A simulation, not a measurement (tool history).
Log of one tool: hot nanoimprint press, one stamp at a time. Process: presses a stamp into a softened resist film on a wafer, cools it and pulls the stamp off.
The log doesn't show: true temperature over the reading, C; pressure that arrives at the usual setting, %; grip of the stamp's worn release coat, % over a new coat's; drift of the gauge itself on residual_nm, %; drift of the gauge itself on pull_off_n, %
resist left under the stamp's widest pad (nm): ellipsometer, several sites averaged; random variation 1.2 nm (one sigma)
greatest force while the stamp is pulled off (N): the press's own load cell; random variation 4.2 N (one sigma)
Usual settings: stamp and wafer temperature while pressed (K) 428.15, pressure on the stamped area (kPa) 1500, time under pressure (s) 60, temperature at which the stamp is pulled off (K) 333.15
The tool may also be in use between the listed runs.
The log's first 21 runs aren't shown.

run	hour	stamp and wafer temperature while pressed (K)	pressure on the stamped area (kPa)	time under pressure (s)	temperature at which the stamp is pulled off (K)	hours of work since the thermocouple was calibrated	imprints on the stamp's release coat	hours of work since the press's seals were changed	resist left under the stamp's widest pad (nm)	greatest force while the stamp is pulled off (N)
22	530.9	420.15	2120	104	327.15	194	1309	733	429.0	384
23	559.4	420.15	2120	104	327.15	212	1404	750	431.4	404
24	581.0	420.15	2120	50	327.15	225	1476	764	519.1	425
25	599.5	428.15	1110	60	333.15	237	1537	775	450.3	379
26	624.4	428.15	1500	54	327.15	252	1620	790	418.5	430
27	653.7	438.15	1500	54	327.15	270	1718	808	264.7	463
28	688.6	438.15	1500	54	327.15	292	1834	830	265.4	475
# hour 699.9: plate thermocouple calibrated
# hour 721.8: stamp cleaned and given a new release coat
29	733.4	438.15	1630	54	322.15	17	39	852	248.9	256
30	756.9	423.15	1010	49	323.15	31	117	866	559.3	266

4 ways to go on from here, each from the tool as it stands after run 30. What would each give?
A	778.5	423.15	1230	49	323.15	45	189	880	?	?
B	778.5	423.15	1010	49	336.15	45	189	880	?	?
C	778.5	428.15	1170	60	337.15	45	189	880	?	?
D	778.5	421.15	1500	60	333.15	45	189	880	?	?

run	resist left under the stamp's widest pad (nm)	greatest force while the stamp is pulled off (N)
A	534.4	274
B	559.6	203
C	433.2	198
D	525.2	225
Without the tool's hidden state the same runs would have given:
run	resist left under the stamp's widest pad (nm)	greatest force while the stamp is pulled off (N)
A	531.2	252
B	557.6	187
C	429.5	182
D	520.5	207
